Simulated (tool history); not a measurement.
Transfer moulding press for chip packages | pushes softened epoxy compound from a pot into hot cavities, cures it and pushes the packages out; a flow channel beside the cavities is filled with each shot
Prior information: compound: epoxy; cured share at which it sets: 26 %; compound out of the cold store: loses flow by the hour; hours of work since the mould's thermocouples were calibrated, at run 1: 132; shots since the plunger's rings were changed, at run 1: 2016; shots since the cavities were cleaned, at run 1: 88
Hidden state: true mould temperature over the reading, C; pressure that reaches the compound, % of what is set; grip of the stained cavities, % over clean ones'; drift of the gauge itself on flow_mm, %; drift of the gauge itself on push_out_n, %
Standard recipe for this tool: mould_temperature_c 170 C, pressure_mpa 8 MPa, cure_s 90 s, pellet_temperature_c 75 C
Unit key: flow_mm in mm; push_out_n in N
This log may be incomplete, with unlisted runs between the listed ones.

run,day,mould_temperature_c,pressure_mpa,cure_s,pellet_temperature_c,hours of work since the mould's thermocouples were calibrated,shots since the plunger's rings were changed,shots since the cavities were cleaned,incoming compound's hours out of the cold store,flow_mm,push_out_n
1,0,170,8,90,75,132,2016,88,10.9,747,590
2,0.304,170,8,90,75,138,2129,201,27.9,667,615
3,0.771,170,8,90,75,146,2304,376,47.3,567,651
4,1.308,170,8,90,75,156,2507,579,20.5,684,738
5,1.792,170,8,90,75,164,2688,760,19.3,689,774
6,2.017,170,8,90,75,168,2772,844,37.6,604,773
# day 2.133: mould's thermocouples calibrated
7,2.454,170,8,90,75,6,2906,978,30.6,640,776
8,2.679,170,8,90,75,10,2990,1062,13.4,719,837
# day 2.975: cavities cleaned with cleaning compound and waxed
# day 3.1: mould's thermocouples calibrated, once more
9,3.333,170,7.93,87,76,4,3180,102,36.8,601,612
10,3.85,170,7.93,87,76,13,3374,296,43.4,575,672
11,4.371,170,8.01,115,75,23,3569,491,31.7,631,629
12,4.612,166,8,109,75,27,3660,582,30.5,634,707
13,5.079,166,8,109,75,35,3836,758,28.2,639,727

5 options for the next run, each taken on its own from the tool as it stands now. Forecast them:
A,5.583,178,8,101,84,44,4025,947,37.5,?,?
B,5.583,162,6.85,82,75,44,4025,947,17.4,?,?
C,5.583,177,7.29,105,75,44,4025,947,36.9,?,?
D,5.583,170,8,90,75,44,4025,947,20.1,?,?
E,5.583,174,8,90,75,44,4025,947,34.2,?,?

run,flow_mm,push_out_n
A,572,677
B,655,1633
C,550,684
D,675,785
E,597,724
The same runs, with their run-to-run variation unchanged, on a tool lacking any hidden condition would have given:
run,flow_mm,push_out_n
A,622,456
B,713,1119
C,598,459
D,735,534
E,650,486
